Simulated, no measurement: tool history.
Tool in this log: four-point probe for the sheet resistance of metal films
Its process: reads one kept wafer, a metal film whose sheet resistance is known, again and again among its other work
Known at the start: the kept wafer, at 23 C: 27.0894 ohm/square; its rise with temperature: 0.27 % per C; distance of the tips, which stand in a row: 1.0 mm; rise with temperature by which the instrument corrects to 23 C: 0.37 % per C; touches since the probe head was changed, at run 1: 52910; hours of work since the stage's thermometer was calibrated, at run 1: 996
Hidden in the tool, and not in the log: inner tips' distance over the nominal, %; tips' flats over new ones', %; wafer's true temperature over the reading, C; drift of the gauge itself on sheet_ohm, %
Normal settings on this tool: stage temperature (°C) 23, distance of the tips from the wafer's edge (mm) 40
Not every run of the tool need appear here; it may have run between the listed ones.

run	hour	stage temperature (°C)	distance of the tips from the wafer's edge (mm)	touches since the probe head was changed	hours of work since the stage's thermometer was calibrated	sheet resistance as the instrument gives it (ohm/square)
1	0	23	40	52910	996	26.904258
2	31	23	40	54809	1020	26.891699
3	90.2	23	40	58443	1067	26.87916
4	125.5	23	40	60613	1094	26.881823
5	174.9	23	40	63641	1133	26.882171
6	213.3	23	40	65996	1163	26.856455
7	268.6	23	40	69389	1206	26.853231
8	326.6	23	40	72949	1252	26.841019
9	361	23	4	75059	1279	27.693391
10	424.8	23	4	78972	1329	27.681068
11	477.1	23	4	82186	1370	27.688071
12	550.4	25	40	86684	1427	26.746455
13	604.4	23	40	89995	1469	26.804296
14	636.1	23	40	91940	1494	26.777193
15	684.6	23	10	94914	1532	26.906798
16	755.4	23	19	99259	1588	26.80265
17	817.2	21	19	103052	1636	26.835911
18	870.6	34	12	106330	1678	26.544596
# hour 914.2: stage's thermometer calibrated
19	916.5	23	24	109116	2	26.798086
20	957	28	5	111602	34	27.205115
21	1012.5	30	5	115007	77	27.135052
22	1059.5	22	41	117889	114	26.794259
23	1130.5	31	68	122246	169	26.530002
24	1206.2	29	16	126887	229	26.618127
25	1253.5	29	16	129791	266	26.607528
26	1314.2	29	16	133514	313	26.590273
27	1378.1	22	14	137438	363	26.783723

For each run, the measured value with the value that run would have given without the tool's hidden condition subtracted. The run-to-run variation is shared by both, the gauge scatter possibly not:
run	sheet resistance as the instrument gives it (ohm/square)
1	-0.194729
2	-0.200882
3	-0.211437
4	-0.217898
5	-0.227013
6	-0.234227
7	-0.244847
8	-0.254888
9	-0.27022
10	-0.282528
11	-0.293167
12	-0.296791
13	-0.309304
14	-0.315475
15	-0.326436
16	-0.339278
17	-0.351648
18	-0.355626
19	-0.314389
20	-0.326758
21	-0.336787
22	-0.342324
23	-0.352252
24	-0.366443
25	-0.374469
26	-0.386607
27	-0.401422
